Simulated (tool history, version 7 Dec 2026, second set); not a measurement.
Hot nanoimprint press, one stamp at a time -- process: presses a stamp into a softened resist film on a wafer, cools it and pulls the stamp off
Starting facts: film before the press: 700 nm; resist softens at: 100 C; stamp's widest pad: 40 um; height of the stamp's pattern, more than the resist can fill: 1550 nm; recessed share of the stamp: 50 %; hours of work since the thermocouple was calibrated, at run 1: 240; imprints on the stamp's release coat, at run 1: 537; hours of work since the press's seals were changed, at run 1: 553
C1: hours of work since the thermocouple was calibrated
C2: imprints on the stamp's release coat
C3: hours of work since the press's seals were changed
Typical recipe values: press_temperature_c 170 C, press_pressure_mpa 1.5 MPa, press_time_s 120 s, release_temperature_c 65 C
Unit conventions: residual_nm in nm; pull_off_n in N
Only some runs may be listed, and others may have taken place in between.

run 1 day=0 | press_temperature_c=170 press_pressure_mpa=1.5 press_time_s=120 release_temperature_c=65 | C1=240 C2=537 C3=553 | residual_nm=288.3 pull_off_n=128
run 2 day=1.154 | press_temperature_c=170 press_pressure_mpa=1.5 press_time_s=120 release_temperature_c=65 | C1=262 C2=623 C3=575 | residual_nm=288.6 pull_off_n=129
-- day=1.533 stamp cleaned and given a new release coat
run 3 day=2.538 | press_temperature_c=170 press_pressure_mpa=1.5 press_time_s=120 release_temperature_c=51 | C1=283 C2=75 C3=597 | residual_nm=291.3 pull_off_n=152
run 4 day=4.158 | press_temperature_c=170 press_pressure_mpa=1.5 press_time_s=120 release_temperature_c=51 | C1=314 C2=197 C3=627 | residual_nm=294.2 pull_off_n=149
-- day=5.054 plate thermocouple calibrated
run 5 day=5.579 | press_temperature_c=170 press_pressure_mpa=1.5 press_time_s=120 release_temperature_c=51 | C1=10 C2=294 C3=652 | residual_nm=280.7 pull_off_n=150
run 6 day=6.679 | press_temperature_c=170 press_pressure_mpa=1.5 press_time_s=120 release_temperature_c=51 | C1=31 C2=376 C3=673 | residual_nm=279.8 pull_off_n=153
run 7 day=8.342 | press_temperature_c=170 press_pressure_mpa=1.5 press_time_s=120 release_temperature_c=51 | C1=62 C2=501 C3=704 | residual_nm=279.6 pull_off_n=157
run 8 day=9.279 | press_temperature_c=170 press_pressure_mpa=1.5 press_time_s=120 release_temperature_c=51 | C1=80 C2=571 C3=722 | residual_nm=282.1 pull_off_n=157
-- day=10.296 stamp cleaned and given a new release coat
run 9 day=10.304 | press_temperature_c=166 press_pressure_mpa=1.5 press_time_s=120 release_temperature_c=55 | C1=95 C2=0 C3=737 | residual_nm=330.2 pull_off_n=136
run 10 day=11.775 | press_temperature_c=169 press_pressure_mpa=1.41 press_time_s=124 release_temperature_c=53 | C1=123 C2=111 C3=764 | residual_nm=302.7 pull_off_n=144
run 11 day=12.65 | press_temperature_c=169 press_pressure_mpa=1.41 press_time_s=124 release_temperature_c=53 | C1=139 C2=176 C3=781 | residual_nm=302.3 pull_off_n=148
run 12 day=13.879 | press_temperature_c=182 press_pressure_mpa=1.73 press_time_s=138 release_temperature_c=73 | C1=162 C2=269 C3=804 | residual_nm=164.9 pull_off_n=109
run 13 day=15.771 | press_temperature_c=170 press_pressure_mpa=1.99 press_time_s=120 release_temperature_c=59 | C1=198 C2=410 C3=840 | residual_nm=245.4 pull_off_n=138
run 14 day=16.921 | press_temperature_c=166 press_pressure_mpa=1.48 press_time_s=120 release_temperature_c=59 | C1=220 C2=497 C3=862 | residual_nm=334.5 pull_off_n=137

Forecast each of these 3 alternatives for the next run:
-- day=18.988 stamp cleaned and given a new release coat
run A day=18.988 | press_temperature_c=170 press_pressure_mpa=1.5 press_time_s=120 release_temperature_c=51 | C1=255 C2=0 C3=896 | residual_nm=? pull_off_n=?
-- day=18.988 stamp cleaned and given a new release coat
run B day=18.988 | press_temperature_c=170 press_pressure_mpa=1.53 press_time_s=198 release_temperature_c=65 | C1=255 C2=0 C3=896 | residual_nm=? pull_off_n=?
-- day=18.988 stamp cleaned and given a new release coat
run C day=18.988 | press_temperature_c=165 press_pressure_mpa=1.5 press_time_s=69 release_temperature_c=66 | C1=255 C2=0 C3=896 | residual_nm=? pull_off_n=?

run=A residual_nm=290.9 pull_off_n=149
run=B residual_nm=240.9 pull_off_n=122
run=C residual_nm=411.5 pull_off_n=122
Had the tool no hidden state, the same runs would have come out as:
run=A residual_nm=276 pull_off_n=148
run=B residual_nm=228 pull_off_n=120
run=C residual_nm=392.6 pull_off_n=120
